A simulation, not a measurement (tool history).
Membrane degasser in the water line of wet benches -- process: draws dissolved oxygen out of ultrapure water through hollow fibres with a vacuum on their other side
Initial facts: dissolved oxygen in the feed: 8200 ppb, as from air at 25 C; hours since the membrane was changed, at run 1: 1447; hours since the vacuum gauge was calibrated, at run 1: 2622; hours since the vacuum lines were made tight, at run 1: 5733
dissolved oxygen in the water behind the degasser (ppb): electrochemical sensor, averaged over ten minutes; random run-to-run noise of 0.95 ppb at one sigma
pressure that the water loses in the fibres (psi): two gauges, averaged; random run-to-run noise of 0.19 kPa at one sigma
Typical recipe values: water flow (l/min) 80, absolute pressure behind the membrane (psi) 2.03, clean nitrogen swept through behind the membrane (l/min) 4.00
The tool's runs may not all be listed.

run    hour  water flow (l/min)  absolute pressure behind the membrane (psi)  clean nitrogen swept through behind the membrane (l/min)  hours since the membrane was changed  hours since the vacuum gauge was calibrated  hours since the vacuum lines were made tight  dissolved oxygen in the water behind the degasser (ppb)  pressure that the water loses in the fibres (psi)
  1     0.0                  80                                         2.03                                                      4.00                                  1447                                         2622                                          5733                                                    470.7                                              5.323
  2    34.6                  80                                         2.03                                                      4.00                                  1481                                         2657                                          5768                                                    468.4                                              5.324
  3    75.2                  88                                         2.03                                                      4.00                                  1522                                         2697                                          5809                                                    510.2                                              5.861
  4   129.2                  80                                         2.03                                                      4.00                                  1576                                         2751                                          5863                                                    470.3                                              5.287
  5   173.0                  80                                         2.03                                                      4.00                                  1620                                         2795                                          5906                                                    471.0                                              5.301
  6   204.8                  80                                         2.03                                                      4.00                                  1652                                         2827                                          5938                                                    470.2                                              5.332
  7   263.9                  80                                         2.03                                                      4.00                                  1711                                         2886                                          5997                                                    467.1                                              5.321
  8   329.9                  76                                         2.03                                                      4.00                                  1777                                         2952                                          6063                                                    449.3                                              5.042
  9   364.5                  98                                         2.03                                                      4.00                                  1811                                         2987                                          6098                                                    560.0                                              6.580
 10   415.3                  98                                         2.03                                                      4.00                                  1862                                         3038                                          6149                                                    562.0                                              6.517
 11   473.5                  64                                         2.03                                                      4.00                                  1920                                         3096                                          6207                                                    385.5                                              4.197
 12   531.3                  64                                         2.03                                                      4.00                                  1978                                         3153                                          6265                                                    384.6                                              4.239
 13   593.5                 117                                         2.03                                                      2.54                                  2040                                         3216                                          6327                                                    912.7                                              7.765
 14   642.2                  80                                         2.03                                                      3.07                                  2089                                         3264                                          6376                                                    581.0                                              5.391
      648.1  -- vacuum gauge calibrated
 15   673.3                  63                                         1.25                                                      6.16                                  2120                                           25                                          6406                                                    134.6                                              4.247
 16   729.3                  63                                         1.25                                                     11.23                                  2176                                           81                                          6462                                                     78.8                                              4.170
 17   765.8                  63                                         1.25                                                     11.23                                  2212                                          118                                          6499                                                     78.9                                              4.202
 18   792.9                  63                                         1.25                                                     11.23                                  2239                                          145                                          6526                                                     78.7                                              4.215
 19   857.6                  54                                         2.03                                                      6.73                                  2304                                          210                                          6591                                                    207.6                                              3.617
 20   917.6                  54                                         2.03                                                      6.73                                  2364                                          270                                          6651                                                    207.4                                              3.577
 21   966.1                  53                                         3.31                                                      3.07                                  2412                                          318                                          6699                                                    712.9                                              3.508
      978.1  -- vacuum gauge calibrated, once more
 22  1023.6                  86                                         3.64                                                      3.40                                  2469                                           45                                          6756                                                   1075.2                                              5.693

How the hidden state differs across the entries between the runs, from the last listed run before each to the first after it:
After run 14, before run 15: vacuum gauge calibrated (hour 648.1)
  membrane still open, %: 99 -> 98.9; true pressure behind the membrane over the reading, kPa: 0.03 -> 0.04; air that leaks in behind the membrane, l/min: 0.0164 -> 0.0165
  what was measured, less what the result would be without the hidden state, dissolved oxygen in the water behind the degasser (ppb): +3.5 -> +1.9; pressure that the water loses in the fibres (psi): +0.057 -> +0.045
After run 21, before run 22: vacuum gauge calibrated, once more (hour 978.1)
  true pressure behind the membrane over the reading, kPa: 0.04 -> -0.03; air that leaks in behind the membrane, l/min: 0.0172 -> 0.0173
  what was measured, less what the result would be without the hidden state, dissolved oxygen in the water behind the degasser (ppb): +5.4 -> +2.0; pressure that the water loses in the fibres (psi): +0.044 -> +0.071
